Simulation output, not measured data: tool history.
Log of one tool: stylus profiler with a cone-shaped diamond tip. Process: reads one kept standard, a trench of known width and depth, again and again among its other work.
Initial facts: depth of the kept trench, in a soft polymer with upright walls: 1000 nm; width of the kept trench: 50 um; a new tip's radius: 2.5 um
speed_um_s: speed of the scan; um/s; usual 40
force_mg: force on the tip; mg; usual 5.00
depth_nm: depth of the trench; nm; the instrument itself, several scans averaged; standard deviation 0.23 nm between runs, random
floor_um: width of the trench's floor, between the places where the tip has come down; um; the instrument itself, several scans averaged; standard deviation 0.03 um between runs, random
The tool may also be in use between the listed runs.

run   hour  speed_um_s  force_mg  depth_nm  floor_um
  1    0.0          40      5.00   1012.09     45.99
  2   16.2          26      5.00   1011.91     45.94
  3   26.7          26      5.00   1012.42     45.93
  4   40.1          40      2.06   1006.56     45.88
  5   53.1          40      2.06   1006.37     45.95
  6   74.4          40      5.00   1011.91     45.91
  7   92.1          40      2.54   1007.53     45.92
  8  108.2          40      2.54   1007.58     45.84
  9  131.1          40      2.54   1007.85     45.87
 10  147.9          40      2.54   1007.08     45.85
 11  160.7          40      1.99   1006.24     45.85
 12  181.9          47      5.00   1011.52     45.84
 13  193.6          47      5.00   1011.77     45.85
 14  211.0          47      5.00   1011.87     45.88
 15  228.1          47      5.00   1011.65     45.83
 16  250.4          47      5.00   1011.62     45.86
 17  270.1          47      5.00   1011.23     45.82
 18  283.2          47      5.00   1011.30     45.75
 19  302.7          47      5.00   1011.56     45.84
 20  318.4          47      5.00   1011.32     45.79
 21  341.6          40      1.76   1005.29     45.75
 22  358.9          40     11.76   1020.58     45.83
 23  379.0          40      2.03   1006.30     45.75
 24  392.0          16      2.38   1006.55     45.78
 25  411.0          14      9.68   1017.97     45.83
 26  424.9          14      9.68   1017.84     45.79
 27  445.9          14      9.68   1017.91     45.76
 28  461.6         123      2.96   1007.67     45.58
 29  485.5          19      6.69   1013.57     45.79
 30  510.7         118     12.12   1020.69     45.70
 31  534.4         118     12.12   1020.59     45.60
 32  546.8         118     12.12   1020.58     45.66
 33  559.8          93      8.81   1016.06     45.65
 34  582.1          11      3.91   1008.61     45.72
 35  607.5          11      3.91   1008.97     45.73
 36  631.5          11      3.91   1009.02     45.70
 37  655.1          33      2.13   1005.93     45.60
 38  675.5          33      7.82   1015.07     45.70
 39  689.2          25      6.83   1012.84     45.69
 40  708.3          29      6.83   1013.31     45.65
 41  726.7          74      6.74   1013.18     45.62
 42  739.3          40      9.58   1017.35     45.61

Branching from run 42: 5 alternative next runs. What would each branch give?
  A  763.4          70     13.31         ?         ?
  B  763.4         105      9.01         ?         ?
  C  763.4         159      2.44         ?         ?
  D  763.4          25      9.58         ?         ?
  E  763.4          40      6.71         ?         ?

run  depth_nm  floor_um
  A   1021.35     45.69
  B   1016.29     45.54
  C   1005.92     45.30
  D   1016.94     45.63
  E   1013.39     45.61
Without the tool's hidden state the same runs would have given:
run  depth_nm  floor_um
  A   1022.72     46.03
  B   1017.65     45.89
  C   1007.26     45.64
  D   1018.30     45.98
  E   1014.75     45.95
